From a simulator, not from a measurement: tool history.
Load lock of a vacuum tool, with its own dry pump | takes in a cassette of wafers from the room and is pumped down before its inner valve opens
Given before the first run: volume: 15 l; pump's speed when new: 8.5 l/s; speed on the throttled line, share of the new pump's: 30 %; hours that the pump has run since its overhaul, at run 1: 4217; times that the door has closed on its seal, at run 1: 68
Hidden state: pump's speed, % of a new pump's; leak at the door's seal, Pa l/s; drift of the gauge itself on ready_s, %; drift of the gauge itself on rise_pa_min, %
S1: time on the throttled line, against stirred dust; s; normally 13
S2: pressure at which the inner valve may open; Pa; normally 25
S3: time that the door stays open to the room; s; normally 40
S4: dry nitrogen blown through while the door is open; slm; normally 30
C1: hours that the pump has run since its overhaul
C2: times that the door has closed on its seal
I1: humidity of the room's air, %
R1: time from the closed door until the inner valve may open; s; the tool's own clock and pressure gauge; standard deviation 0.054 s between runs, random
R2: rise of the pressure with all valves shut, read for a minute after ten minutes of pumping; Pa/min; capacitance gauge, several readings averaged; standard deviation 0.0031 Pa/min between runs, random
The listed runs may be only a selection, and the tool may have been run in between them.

run 1 day=0.000 | S1=13 S2=25 S3=40 S4=30 | C1=4217 C2=68 | I1=44.0 | R1=24.04 R2=0.062
run 2 day=2.388 | S1=13 S2=25 S3=40 S4=30 | C1=4275 C2=269 | I1=45.3 | R1=24.05 R2=0.062
run 3 day=6.029 | S1=13 S2=25 S3=34 S4=30 | C1=4362 C2=574 | I1=47.6 | R1=23.98 R2=0.061
run 4 day=11.671 | S1=24 S2=25 S3=40 S4=30 | C1=4497 C2=1047 | I1=46.4 | R1=31.55 R2=0.060
run 5 day=17.008 | S1=13 S2=25 S3=40 S4=30 | C1=4625 C2=1494 | I1=49.6 | R1=24.03 R2=0.064
run 6 day=21.679 | S1=13 S2=25 S3=58 S4=30 | C1=4737 C2=1886 | I1=46.6 | R1=24.01 R2=0.085
run 7 day=25.392 | S1=13 S2=25 S3=58 S4=30 | C1=4827 C2=2197 | I1=41.5 | R1=24.04 R2=0.080
run 8 day=28.842 | S1=13 S2=25 S3=40 S4=30 | C1=4909 C2=2486 | I1=45.6 | R1=24.09 R2=0.067
run 9 day=33.683 | S1=13 S2=25 S3=40 S4=30 | C1=5026 C2=2892 | I1=44.2 | R1=24.11 R2=0.067
run 10 day=38.512 | S1=13 S2=25 S3=40 S4=30 | C1=5141 C2=3297 | I1=44.0 | R1=24.09 R2=0.063
run 11 day=42.517 | S1=13 S2=25 S3=40 S4=30 | C1=5238 C2=3632 | I1=45.9 | R1=24.01 R2=0.069
run 12 day=47.604 | S1=13 S2=25 S3=58 S4=30 | C1=5360 C2=4059 | I1=45.7 | R1=24.15 R2=0.084
run 13 day=50.867 | S1=13 S2=32 S3=58 S4=30 | C1=5438 C2=4333 | I1=44.7 | R1=23.65 R2=0.083
run 14 day=55.442 | S1=13 S2=32 S3=58 S4=30 | C1=5548 C2=4716 | I1=41.1 | R1=23.55 R2=0.079
run 15 day=61.079 | S1=13 S2=34 S3=58 S4=11 | C1=5683 C2=5189 | I1=44.4 | R1=23.49 R2=0.104
run 16 day=64.333 | S1=13 S2=25 S3=34 S4=30 | C1=5761 C2=5462 | I1=42.8 | R1=24.13 R2=0.065
run 17 day=68.967 | S1=13 S2=25 S3=83 S4=30 | C1=5872 C2=5850 | I1=45.5 | R1=24.10 R2=0.104
run 18 day=72.296 | S1=7 S2=37 S3=36 S4=30 | C1=5952 C2=6129 | I1=42.4 | R1=19.27 R2=0.073
run 19 day=76.688 | S1=7 S2=37 S3=36 S4=30 | C1=6058 C2=6497 | I1=43.3 | R1=19.28 R2=0.070
run 20 day=81.788 | S1=7 S2=37 S3=36 S4=30 | C1=6180 C2=6925 | I1=42.1 | R1=19.21 R2=0.074
run 21 day=85.092 | S1=10 S2=22 S3=40 S4=14 | C1=6259 C2=7202 | I1=43.3 | R1=22.43 R2=0.089

Per-run results on a tool with no hidden state, each run keeping its own random variation:
run=1 R1=23.89 R2=0.059
run=2 R1=23.89 R2=0.058
run=3 R1=23.82 R2=0.057
run=4 R1=31.43 R2=0.055
run=5 R1=23.85 R2=0.058
run=6 R1=23.82 R2=0.078
run=7 R1=23.84 R2=0.073
run=8 R1=23.88 R2=0.059
run=9 R1=23.89 R2=0.058
run=10 R1=23.86 R2=0.053
run=11 R1=23.78 R2=0.058
run=12 R1=23.90 R2=0.072
run=13 R1=23.40 R2=0.071
run=14 R1=23.30 R2=0.065
run=15 R1=23.23 R2=0.090
run=16 R1=23.84 R2=0.050
run=17 R1=23.80 R2=0.088
run=18 R1=18.94 R2=0.056
run=19 R1=18.93 R2=0.052
run=20 R1=18.85 R2=0.054
run=21 R1=22.06 R2=0.069

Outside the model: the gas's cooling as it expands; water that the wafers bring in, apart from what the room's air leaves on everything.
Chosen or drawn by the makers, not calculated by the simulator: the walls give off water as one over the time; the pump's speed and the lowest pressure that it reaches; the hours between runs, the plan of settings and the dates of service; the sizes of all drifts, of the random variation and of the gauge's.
